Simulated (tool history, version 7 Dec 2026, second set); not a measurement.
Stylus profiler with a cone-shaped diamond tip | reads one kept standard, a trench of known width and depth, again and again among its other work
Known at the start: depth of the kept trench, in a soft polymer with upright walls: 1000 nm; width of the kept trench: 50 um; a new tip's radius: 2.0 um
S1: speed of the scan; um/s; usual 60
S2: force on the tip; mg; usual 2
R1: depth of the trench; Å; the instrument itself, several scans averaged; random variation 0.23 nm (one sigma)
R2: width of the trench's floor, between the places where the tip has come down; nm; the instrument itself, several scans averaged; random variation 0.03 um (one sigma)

run 1 day=0 | S1=60 S2=2 | R1=10087.2 R2=46170
run 2 day=1.267 | S1=60 S2=2 | R1=10088.7 R2=46210
run 3 day=2.662 | S1=60 S2=2 | R1=10096.2 R2=46200
run 4 day=3.667 | S1=173 S2=2 | R1=10091.8 R2=45520
run 5 day=4.688 | S1=95 S2=2 | R1=10086.8 R2=45970
run 6 day=5.842 | S1=95 S2=2 | R1=10087.1 R2=45990
run 7 day=6.688 | S1=43 S2=2.46 | R1=10103 R2=46300
run 8 day=7.638 | S1=60 S2=1.18 | R1=10061.4 R2=46070
run 9 day=9.088 | S1=74 S2=1.57 | R1=10080.3 R2=46000
run 10 day=10.5 | S1=67 S2=1.57 | R1=10076.1 R2=46060

3 ways to go on from here, each from the tool as it stands after run 10. What would each give?
run A day=11.529 | S1=238 S2=1.57 | R1=? R2=?
run B day=11.529 | S1=219 S2=1.58 | R1=? R2=?
run C day=11.529 | S1=105 S2=3.58 | R1=? R2=?

run=A R1=10077.8 R2=45000
run=B R1=10078.2 R2=45090
run=C R1=10131.7 R2=46060
Without the tool's hidden state the same runs would have given:
run=A R1=10078.2 R2=45010
run=B R1=10078.6 R2=45100
run=C R1=10132.1 R2=46060

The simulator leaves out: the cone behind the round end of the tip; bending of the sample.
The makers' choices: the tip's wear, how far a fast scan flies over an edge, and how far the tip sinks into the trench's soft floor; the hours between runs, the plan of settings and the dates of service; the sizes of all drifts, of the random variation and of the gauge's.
